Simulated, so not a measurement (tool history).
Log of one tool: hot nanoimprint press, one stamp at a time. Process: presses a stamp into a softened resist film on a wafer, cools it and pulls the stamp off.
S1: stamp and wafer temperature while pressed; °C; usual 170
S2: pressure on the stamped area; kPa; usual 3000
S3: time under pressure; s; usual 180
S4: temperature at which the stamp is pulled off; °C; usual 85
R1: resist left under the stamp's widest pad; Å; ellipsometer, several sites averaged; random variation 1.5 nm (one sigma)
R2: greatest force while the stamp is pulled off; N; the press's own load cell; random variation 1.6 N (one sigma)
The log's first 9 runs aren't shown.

run	hour	S1	S2	S3	S4	R1	R2
10	403	170	3000	180	73	3778	158
# hour 416.3: stamp cleaned and given a new release coat
11	435.7	170	3000	180	73	3750	138
# hour 469.8: plate thermocouple calibrated
12	472	170	3000	180	73	4015	144
13	501.7	170	3000	180	73	3963	148
14	547.5	170	3000	180	73	3971	153
# hour 572.2: stamp cleaned and given a new release coat
15	611.3	170	3000	99	73	4708	138
16	655.2	170	2160	180	83	4364	118
17	684.7	170	2160	180	83	4342	123
18	714.3	162	2240	220	78	5657	141
# hour 724.7: stamp cleaned and given a new release coat
19	752.1	166	2510	91	85	5685	104
20	784	170	3040	223	70	3540	152
21	838.1	166	2080	215	80	4939	127
# hour 868.1: plate thermocouple calibrated
# hour 876.9: stamp cleaned and given a new release coat
22	894.7	166	2080	215	80	5095	118
23	949.6	180	2560	215	80	2175	126
24	976.8	180	3740	247	71	1707	159
# hour 1027.4: stamp cleaned and given a new release coat
25	1028.5	163	2570	111	90	5990	88
26	1084.5	169	2180	180	85	4512	108
27	1129.6	169	2180	180	85	4510	116
# hour 1178.8: stamp cleaned and given a new release coat
28	1188.5	170	3000	180	92	3821	82
29	1242.5	170	3000	118	85	4361	108
# hour 1273.1: plate thermocouple calibrated
30	1287.9	158	3050	152	72	6312	157

3 ways to go on from here, each from the tool as it stands after run 30. What would each give?
A	1316.4	158	3010	140	77	?	?
B	1316.4	173	1890	180	85	?	?
C	1316.4	175	3050	152	72	?	?

run	R1	R2
A	6310	145
B	3971	118
C	3144	160
Without the tool's hidden state the same runs would have given:
run	R1	R2
A	6330	125
B	4024	102
C	3164	138

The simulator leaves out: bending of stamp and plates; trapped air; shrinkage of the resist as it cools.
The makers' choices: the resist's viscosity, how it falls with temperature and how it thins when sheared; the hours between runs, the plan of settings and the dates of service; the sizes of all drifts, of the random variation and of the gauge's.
